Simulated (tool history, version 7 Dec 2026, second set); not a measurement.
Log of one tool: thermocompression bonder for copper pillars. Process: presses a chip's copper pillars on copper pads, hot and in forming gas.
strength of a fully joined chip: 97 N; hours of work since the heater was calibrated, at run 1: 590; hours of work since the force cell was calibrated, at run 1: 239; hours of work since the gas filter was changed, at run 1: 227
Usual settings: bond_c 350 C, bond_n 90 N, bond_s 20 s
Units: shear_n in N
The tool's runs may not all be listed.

run,hour,bond_c,bond_n,bond_s,hours of work since the heater was calibrated,hours of work since the force cell was calibrated,hours of work since the gas filter was changed,shear_n
1,0.0,350,90,20,590,239,227,38.3
2,14.3,350,90,20,598,247,234,38.2
3,25.3,350,90,20,604,253,240,38.0
4,35.1,350,90,20,609,258,246,37.7
5,46.4,350,90,20,616,264,252,38.6
6,63.9,350,90,20,625,274,261,37.9
7,79.3,350,90,20,633,282,270,37.9
8,87.3,350,90,20,638,287,274,38.1
9,94.8,350,90,20,642,291,278,37.5
10,113.1,350,90,20,652,301,288,37.3
11,126.7,350,77,20,659,308,295,31.7
12,144.8,350,90,20,669,318,305,37.2
13,154.6,350,90,20,674,323,310,37.3
14,171.9,350,90,20,684,332,320,37.1
15,182.1,350,90,20,689,338,325,37.2
16,194.2,350,90,20,696,345,332,36.8
17,207.2,350,90,20,703,352,339,37.2
18,219.6,350,90,20,709,358,346,37.4
19,229.4,350,90,20,715,364,351,36.9
20,243.6,350,90,20,722,371,359,36.5
21,252.5,350,128,18,727,376,363,50.5
# hour 254.9: force cell calibrated
# hour 267.0: forming gas filter changed
22,270.8,350,128,18,736,8,2,53.0
23,280.0,350,125,22,741,13,7,55.0
24,290.0,378,77,20,746,19,12,39.5
25,304.1,362,101,20,754,26,20,46.3
26,320.8,362,101,20,763,35,29,46.9
27,332.7,350,90,30,770,42,36,44.6
# hour 340.2: force cell calibrated, once more
28,350.1,350,132,15,778,5,44,52.3
29,357.8,350,132,14,782,10,48,51.1
30,365.6,327,132,18,787,14,53,47.8
31,381.9,363,70,20,795,23,61,32.6
32,395.9,353,90,42,803,30,69,52.2
33,410.2,353,90,42,811,38,77,52.2
34,428.3,350,117,42,821,48,87,63.5
35,439.1,323,104,15,826,54,92,33.2
36,454.6,361,90,23,835,62,101,44.1
37,465.8,361,90,23,841,68,107,43.4
38,482.0,361,90,23,850,77,116,43.5
39,497.8,361,90,41,858,85,124,53.5

Measured less the same run without the tool's hidden state. The same run-to-run variation is in both; the gauge's scatter may not be:
The hidden state here: true temperature of the bond over the reading, C; force that reaches the chip, % of what is set; oxide that the forming gas leaves, % of the face; drift of the gauge itself on shear_n, %.
run,shear_n
1,-2.8
2,-2.8
3,-2.9
4,-2.9
5,-3.0
6,-3.1
7,-3.2
8,-3.2
9,-3.3
10,-3.4
11,-2.9
12,-3.4
13,-3.5
14,-3.5
15,-3.6
16,-3.7
17,-3.8
18,-3.8
19,-3.8
20,-3.9
21,-5.1
22,-2.5
23,-2.7
24,-2.2
25,-2.6
26,-2.7
27,-2.7
28,-1.5
29,-1.6
30,-1.6
31,-1.2
32,-1.8
33,-1.9
34,-2.2
35,-1.6
36,-1.9
37,-2.0
38,-2.1
39,-2.5
